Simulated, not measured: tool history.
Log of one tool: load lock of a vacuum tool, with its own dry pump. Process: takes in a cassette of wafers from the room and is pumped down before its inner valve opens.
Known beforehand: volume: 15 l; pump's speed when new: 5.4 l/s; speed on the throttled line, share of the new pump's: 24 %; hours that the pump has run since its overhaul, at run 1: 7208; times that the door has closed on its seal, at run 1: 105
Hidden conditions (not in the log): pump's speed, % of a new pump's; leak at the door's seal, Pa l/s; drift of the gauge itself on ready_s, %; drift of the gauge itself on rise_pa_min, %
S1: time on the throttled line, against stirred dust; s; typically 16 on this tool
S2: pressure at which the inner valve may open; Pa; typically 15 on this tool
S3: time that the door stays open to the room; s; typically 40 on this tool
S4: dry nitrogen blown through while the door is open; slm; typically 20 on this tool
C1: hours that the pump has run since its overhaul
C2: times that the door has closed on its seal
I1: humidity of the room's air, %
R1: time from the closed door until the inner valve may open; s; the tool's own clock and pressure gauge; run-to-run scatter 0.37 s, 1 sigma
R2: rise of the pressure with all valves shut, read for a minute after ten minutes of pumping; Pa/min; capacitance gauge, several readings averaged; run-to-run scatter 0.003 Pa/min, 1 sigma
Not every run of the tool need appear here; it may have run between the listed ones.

run      day  S1  S2   S3  S4    C1    C2    I1    R1     R2
  1    0.000  16  15   40  20  7208   105  44.0  40.7  0.048
  2    4.004  16  15   40  20  7304   415  46.7  40.7  0.051
  3    8.262  21  15   40  20  7406   744  45.5  43.5  0.046
  4   11.950  14  15   40  20  7495  1030  43.8  39.7  0.051
  5   16.012  14  15   40  20  7592  1345  46.5  39.0  0.055
  6   20.029  16  15   40   9  7689  1656  45.9  41.3  0.064
  7   24.179  16  15   40  15  7788  1977  42.2  41.5  0.054
  8   28.392  16  15   40  11  7889  2303  43.6  40.1  0.061
  9   30.896  16  15   40  11  7949  2497  45.8  41.7  0.064
 10   33.621  16  15   40  11  8015  2708  44.1  40.8  0.062
 11   37.604  16  15   40  11  8110  3017  45.8  41.5  0.067
 12   42.579  16  15   40  11  8230  3402  46.9  40.8  0.067
 13   46.654  16  15   40  11  8328  3718  45.0  41.4  0.069
 14   50.271  16  15   40  44  8414  3998  45.3  41.8  0.041
 15   54.850  16  15   40  44  8524  4353  42.0  41.7  0.048
 16   58.329  16  15   40  44  8608  4622  43.9  41.3  0.045
 17   60.488  27  15   40  20  8659  4789  45.5  49.1  0.051
 18   64.442  16  16   60  30  8754  5096  46.0  41.1  0.062
 19   66.454  16  16   60  30  8803  5251  47.1  41.7  0.059
 20   69.062  16  16   60  30  8865  5453  45.2  41.8  0.063
 21   73.333  16  16   46  15  8968  5784  44.5  41.4  0.070
 22   75.862  16  16   40  13  9028  5980  44.2  41.6  0.069
 23   80.450  29  21  134  25  9139  6335  47.2  49.4  0.103
 24   83.454  29  21  134  25  9211  6568  47.8  49.7  0.110
 25   87.029  16  17   92  20  9296  6845  44.6  41.1  0.095
 26   89.954  16  27   44  20  9367  7071  44.3  40.1  0.064
 27   92.083  16  27   44  20  9418  7236  47.4  39.2  0.078
 28   95.042  16  27   44  20  9489  7465  43.3  40.1  0.065
 29   97.800  16  17   93  12  9555  7679  43.2  41.7  0.104
 30   99.933  16  17   93  12  9606  7844  48.9  40.9  0.115
 31  102.812  16  17   93  12  9675  8067  46.4  42.0  0.114
 32  106.417  16  17   93  12  9762  8347  42.6  41.6  0.108
 33  108.958  16  16   93  12  9823  8543  45.9  41.8  0.109

Here are 3 independent what-if runs from the current tool condition. What would each one return?
  A  111.879  16  15  40  10  9893  8769  43.8   ?   ?
  B  111.879  16  27  93  20  9893  8769  43.8   ?   ?
  C  111.879  16  14  40  20  9893  8769  46.9   ?   ?

run    R1     R2
  A  43.2  0.084
  B  40.4  0.096
  C  43.3  0.076
Without the tool's unlogged condition, the same runs would have read:
run    R1     R2
  A  37.3  0.060
  B  35.0  0.071
  C  37.4  0.051

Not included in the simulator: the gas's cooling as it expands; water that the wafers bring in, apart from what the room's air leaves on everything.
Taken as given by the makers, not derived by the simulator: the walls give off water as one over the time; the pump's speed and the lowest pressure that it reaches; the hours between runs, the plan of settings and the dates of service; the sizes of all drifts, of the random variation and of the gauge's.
